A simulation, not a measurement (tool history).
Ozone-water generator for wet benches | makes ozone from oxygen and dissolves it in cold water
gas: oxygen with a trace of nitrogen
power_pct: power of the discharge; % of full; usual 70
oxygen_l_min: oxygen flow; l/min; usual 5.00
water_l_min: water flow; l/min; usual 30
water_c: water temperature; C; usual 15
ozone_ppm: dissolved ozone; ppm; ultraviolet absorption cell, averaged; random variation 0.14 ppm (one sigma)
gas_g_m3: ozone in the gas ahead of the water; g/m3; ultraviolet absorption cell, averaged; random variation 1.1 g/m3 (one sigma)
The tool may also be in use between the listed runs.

run,hour,power_pct,oxygen_l_min,water_l_min,water_c,ozone_ppm,gas_g_m3
1,0.0,70,5.00,30,15,14.0,190.1
2,112.1,70,5.00,30,15,13.9,191.5
3,182.1,70,5.00,30,14,14.1,190.5
4,285.8,70,5.00,18,15,22.1,190.9
5,375.3,70,5.00,18,15,21.6,192.1
6,461.6,70,5.00,18,15,22.2,191.8
7,564.9,70,5.00,30,15,14.0,188.0
8,702.9,70,5.00,30,15,14.0,189.7
9,764.3,70,5.00,30,15,13.9,189.3
10,871.7,70,5.00,30,15,13.7,189.5
11,937.7,70,5.00,30,11,14.5,190.6
12,1045.6,44,5.00,30,11,10.8,144.6
13,1112.2,70,5.00,30,15,13.8,189.2
14,1218.2,70,5.00,30,15,13.8,188.1
15,1303.0,70,5.00,30,15,13.6,189.5
16,1414.5,70,5.00,30,15,13.8,188.1
17,1553.0,44,5.00,30,15,10.4,142.4
18,1663.7,61,5.00,47,15,7.9,173.9
19,1722.7,70,3.62,30,18,12.7,227.1
20,1805.9,70,3.62,30,18,12.7,227.1
21,1872.8,70,3.62,30,18,12.9,227.3
22,1945.6,70,5.01,30,19,13.0,185.2
23,2060.0,48,5.00,23,15,14.0,150.2
24,2130.3,65,7.22,30,13,13.3,144.4
25,2236.0,65,7.22,30,13,13.6,143.9
26,2327.9,65,7.22,30,13,13.7,142.7
# hour 2423.2: water thermometer calibrated
27,2439.6,65,7.22,30,13,13.6,142.6
28,2574.0,64,5.00,27,15,14.2,175.7
29,2666.8,64,5.00,27,15,14.1,172.6
30,2808.3,64,5.00,27,15,14.1,175.6
31,2885.7,64,5.00,27,15,14.1,172.0
32,2945.7,64,4.35,27,17,13.6,189.1

Forecast each of these 4 alternatives for the next run:
A,3072.4,70,5.00,30,8,?,?
B,3072.4,70,5.00,40,15,?,?
C,3072.4,70,5.44,37,15,?,?
D,3072.4,79,5.00,30,15,?,?

run,ozone_ppm,gas_g_m3
A,14.2,182.7
B,9.9,183.5
C,10.8,174.7
D,14.2,197.9
Without the tool's hidden state the same runs would have given:
run,ozone_ppm,gas_g_m3
A,16.2,205.1
B,11.3,205.9
C,12.3,196.1
D,16.4,224.0

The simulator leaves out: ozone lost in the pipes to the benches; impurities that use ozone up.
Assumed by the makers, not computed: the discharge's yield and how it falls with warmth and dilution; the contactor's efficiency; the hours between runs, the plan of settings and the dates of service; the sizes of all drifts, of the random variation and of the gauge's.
